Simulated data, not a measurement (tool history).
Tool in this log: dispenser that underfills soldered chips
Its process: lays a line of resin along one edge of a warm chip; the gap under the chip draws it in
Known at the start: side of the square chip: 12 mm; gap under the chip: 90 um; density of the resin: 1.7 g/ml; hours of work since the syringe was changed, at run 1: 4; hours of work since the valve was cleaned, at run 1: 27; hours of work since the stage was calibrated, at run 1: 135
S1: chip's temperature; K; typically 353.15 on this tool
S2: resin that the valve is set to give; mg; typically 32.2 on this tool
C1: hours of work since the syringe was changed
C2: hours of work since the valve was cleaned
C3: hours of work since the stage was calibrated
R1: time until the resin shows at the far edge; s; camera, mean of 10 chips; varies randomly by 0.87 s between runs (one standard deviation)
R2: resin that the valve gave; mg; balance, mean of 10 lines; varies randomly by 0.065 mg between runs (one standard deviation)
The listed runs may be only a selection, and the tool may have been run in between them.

{"run": 1, "hour": 0.0, "S1": 353.15, "S2": 32.2, "C1": 4, "C2": 27, "C3": 135, "R1": 103.2, "R2": 31.68}
{"run": 2, "hour": 3.0, "S1": 353.15, "S2": 27.7, "C1": 5, "C2": 29, "C3": 137, "R1": 119.7, "R2": 27.03}
{"hour": 6.0, "done": "new syringe of resin"}
{"run": 3, "hour": 7.9, "S1": 353.15, "S2": 27.7, "C1": 1, "C2": 32, "C3": 140, "R1": 96.6, "R2": 26.96}
{"run": 4, "hour": 13.0, "S1": 353.15, "S2": 27.7, "C1": 4, "C2": 35, "C3": 143, "R1": 114.0, "R2": 26.81}
{"hour": 17.7, "done": "new syringe of resin"}
{"run": 5, "hour": 18.5, "S1": 353.15, "S2": 27.7, "C1": 0, "C2": 38, "C3": 146, "R1": 92.8, "R2": 26.85}
{"run": 6, "hour": 23.1, "S1": 353.15, "S2": 27.7, "C1": 3, "C2": 41, "C3": 149, "R1": 108.9, "R2": 26.74}
{"hour": 25.9, "done": "dispensing valve cleaned and set on the balance"}
{"run": 7, "hour": 27.7, "S1": 353.15, "S2": 27.7, "C1": 6, "C2": 1, "C3": 152, "R1": 120.3, "R2": 27.83}
{"hour": 30.3, "done": "new syringe of resin"}
{"run": 8, "hour": 32.0, "S1": 356.15, "S2": 28.4, "C1": 1, "C2": 4, "C3": 154, "R1": 81.0, "R2": 28.38}
{"run": 9, "hour": 34.5, "S1": 355.15, "S2": 35.5, "C1": 3, "C2": 5, "C3": 156, "R1": 88.6, "R2": 35.39}
{"run": 10, "hour": 38.9, "S1": 355.15, "S2": 30.7, "C1": 6, "C2": 8, "C3": 159, "R1": 104.9, "R2": 30.59}
{"run": 11, "hour": 41.3, "S1": 351.15, "S2": 32.2, "C1": 7, "C2": 10, "C3": 160, "R1": 137.6, "R2": 31.95}
{"hour": 42.1, "done": "new syringe of resin"}
{"run": 12, "hour": 44.4, "S1": 351.15, "S2": 32.2, "C1": 1, "C2": 11, "C3": 162, "R1": 105.6, "R2": 31.92}
{"run": 13, "hour": 48.5, "S1": 351.15, "S2": 32.2, "C1": 4, "C2": 14, "C3": 164, "R1": 121.2, "R2": 31.88}

Below are 3 alternative next runs, each starting from the tool's condition after run 13. Predict each:
{"run": "A", "hour": 51.7, "S1": 341.15, "S2": 31.7, "C1": 6, "C2": 16, "C3": 166, "R1": "?", "R2": "?"}
{"run": "B", "hour": 51.7, "S1": 351.15, "S2": 36.8, "C1": 6, "C2": 16, "C3": 166, "R1": "?", "R2": "?"}
{"run": "C", "hour": 51.7, "S1": 344.15, "S2": 32.2, "C1": 6, "C2": 16, "C3": 166, "R1": "?", "R2": "?"}

run=A R1=227.0 R2=31.31
run=B R1=131.6 R2=36.27
run=C R1=197.3 R2=31.74
Without the tool's unlogged condition, the same runs would have read:
run=A R1=153.6 R2=31.71
run=B R1=89.5 R2=36.72
run=C R1=133.6 R2=32.14
